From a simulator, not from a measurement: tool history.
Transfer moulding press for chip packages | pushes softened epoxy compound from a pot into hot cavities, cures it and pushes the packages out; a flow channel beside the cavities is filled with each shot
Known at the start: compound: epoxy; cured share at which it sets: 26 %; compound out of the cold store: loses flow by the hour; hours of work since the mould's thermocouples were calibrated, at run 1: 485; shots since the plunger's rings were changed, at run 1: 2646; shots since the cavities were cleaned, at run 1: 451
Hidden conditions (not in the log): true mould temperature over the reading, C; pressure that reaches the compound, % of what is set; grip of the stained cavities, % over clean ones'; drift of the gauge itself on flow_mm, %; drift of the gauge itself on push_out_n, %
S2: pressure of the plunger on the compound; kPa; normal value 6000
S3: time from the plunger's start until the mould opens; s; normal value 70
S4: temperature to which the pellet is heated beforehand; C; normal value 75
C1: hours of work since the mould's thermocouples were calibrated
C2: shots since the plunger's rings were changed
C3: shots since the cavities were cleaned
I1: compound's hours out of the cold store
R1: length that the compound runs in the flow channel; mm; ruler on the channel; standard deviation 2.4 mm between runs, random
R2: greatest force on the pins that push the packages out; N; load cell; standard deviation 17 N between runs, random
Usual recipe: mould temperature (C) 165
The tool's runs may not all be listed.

run 1 hour=0.0 | mould_temperature_(C)=165 S2=6000 S3=70 S4=75 | C1=485 C2=2646 C3=451 | I1=29.6 | R1=743 R2=1416
-- hour=9.0 plunger's sealing rings changed
run 2 hour=14.3 | mould_temperature_(C)=165 S2=6000 S3=70 S4=75 | C1=492 C2=67 C3=601 | I1=21.3 | R1=818 R2=1512
-- hour=22.2 cavities cleaned with cleaning compound and waxed
run 3 hour=32.6 | mould_temperature_(C)=165 S2=6000 S3=70 S4=75 | C1=501 C2=282 C3=133 | I1=45.8 | R1=717 R2=1031
-- hour=44.2 mould's thermocouples calibrated
run 4 hour=46.2 | mould_temperature_(C)=165 S2=6000 S3=70 S4=75 | C1=1 C2=429 C3=280 | I1=30.9 | R1=774 R2=1233
run 5 hour=65.1 | mould_temperature_(C)=168 S2=6000 S3=70 S4=75 | C1=12 C2=669 C3=520 | I1=38.9 | R1=729 R2=1124
-- hour=79.8 cavities cleaned with cleaning compound and waxed
run 6 hour=79.8 | mould_temperature_(C)=168 S2=6000 S3=70 S4=75 | C1=20 C2=838 C3=0 | I1=45.2 | R1=705 R2=651
run 7 hour=97.2 | mould_temperature_(C)=165 S2=6000 S3=70 S4=75 | C1=29 C2=1059 C3=221 | I1=41.1 | R1=728 R2=1141
run 8 hour=107.9 | mould_temperature_(C)=165 S2=6000 S3=70 S4=68 | C1=36 C2=1195 C3=357 | I1=44.2 | R1=711 R2=1311
run 9 hour=128.3 | mould_temperature_(C)=169 S2=6000 S3=70 S4=68 | C1=47 C2=1454 C3=616 | I1=26.4 | R1=769 R2=1148
-- hour=136.1 cavities cleaned with cleaning compound and waxed
run 10 hour=148.0 | mould_temperature_(C)=169 S2=6000 S3=70 S4=68 | C1=58 C2=1687 C3=152 | I1=38.4 | R1=717 R2=836
run 11 hour=157.9 | mould_temperature_(C)=169 S2=6000 S3=70 S4=68 | C1=63 C2=1813 C3=278 | I1=39.7 | R1=714 R2=993
run 12 hour=180.2 | mould_temperature_(C)=165 S2=4610 S3=70 S4=75 | C1=76 C2=2096 C3=561 | I1=22.7 | R1=686 R2=1431
-- hour=190.9 cavities cleaned with cleaning compound and waxed
run 13 hour=193.3 | mould_temperature_(C)=161 S2=4610 S3=70 S4=81 | C1=83 C2=2243 C3=30 | I1=38.2 | R1=639 R2=1083
run 14 hour=210.1 | mould_temperature_(C)=165 S2=6370 S3=79 S4=75 | C1=92 C2=2458 C3=245 | I1=30.7 | R1=771 R2=877
-- hour=233.7 plunger's sealing rings changed
run 15 hour=235.1 | mould_temperature_(C)=172 S2=5470 S3=70 S4=75 | C1=105 C2=18 C3=531 | I1=21.1 | R1=762 R2=956
-- hour=249.7 cavities cleaned with cleaning compound and waxed
run 16 hour=250.9 | mould_temperature_(C)=165 S2=5890 S3=70 S4=75 | C1=113 C2=199 C3=14 | I1=11.8 | R1=853 R2=928
run 17 hour=263.2 | mould_temperature_(C)=161 S2=7490 S3=70 S4=81 | C1=120 C2=356 C3=171 | I1=29.4 | R1=882 R2=1456
run 18 hour=280.5 | mould_temperature_(C)=165 S2=6000 S3=78 S4=70 | C1=130 C2=577 C3=392 | I1=40.1 | R1=736 R2=1051
run 19 hour=298.6 | mould_temperature_(C)=165 S2=4580 S3=70 S4=70 | C1=141 C2=807 C3=622 | I1=36.0 | R1=658 R2=1465
-- hour=305.6 cavities cleaned with cleaning compound and waxed
run 20 hour=316.3 | mould_temperature_(C)=165 S2=4580 S3=70 S4=70 | C1=150 C2=1013 C3=136 | I1=12.9 | R1=737 R2=1203
run 21 hour=325.9 | mould_temperature_(C)=166 S2=6300 S3=92 S4=76 | C1=155 C2=1135 C3=258 | I1=13.3 | R1=858 R2=726

Measured minus without-hidden-state, run by run (identical run-to-run variation in each term; gauge scatter may differ):
run=1 R1=-41 R2=+603
run=2 R1=+0 R2=+687
run=3 R1=-4 R2=+282
run=4 R1=-6 R2=+449
run=5 R1=-10 R2=+493
run=6 R1=-12 R2=+12
run=7 R1=-15 R2=+377
run=8 R1=-17 R2=+516
run=9 R1=-22 R2=+515
run=10 R1=-24 R2=+225
run=11 R1=-25 R2=+358
run=12 R1=-27 R2=+633
run=13 R1=-27 R2=+105
run=14 R1=-37 R2=+295
run=15 R1=-1 R2=+412
run=16 R1=-3 R2=+73
run=17 R1=-6 R2=+449
run=18 R1=-8 R2=+433
run=19 R1=-10 R2=+667
run=20 R1=-15 R2=+323
run=21 R1=-19 R2=+253

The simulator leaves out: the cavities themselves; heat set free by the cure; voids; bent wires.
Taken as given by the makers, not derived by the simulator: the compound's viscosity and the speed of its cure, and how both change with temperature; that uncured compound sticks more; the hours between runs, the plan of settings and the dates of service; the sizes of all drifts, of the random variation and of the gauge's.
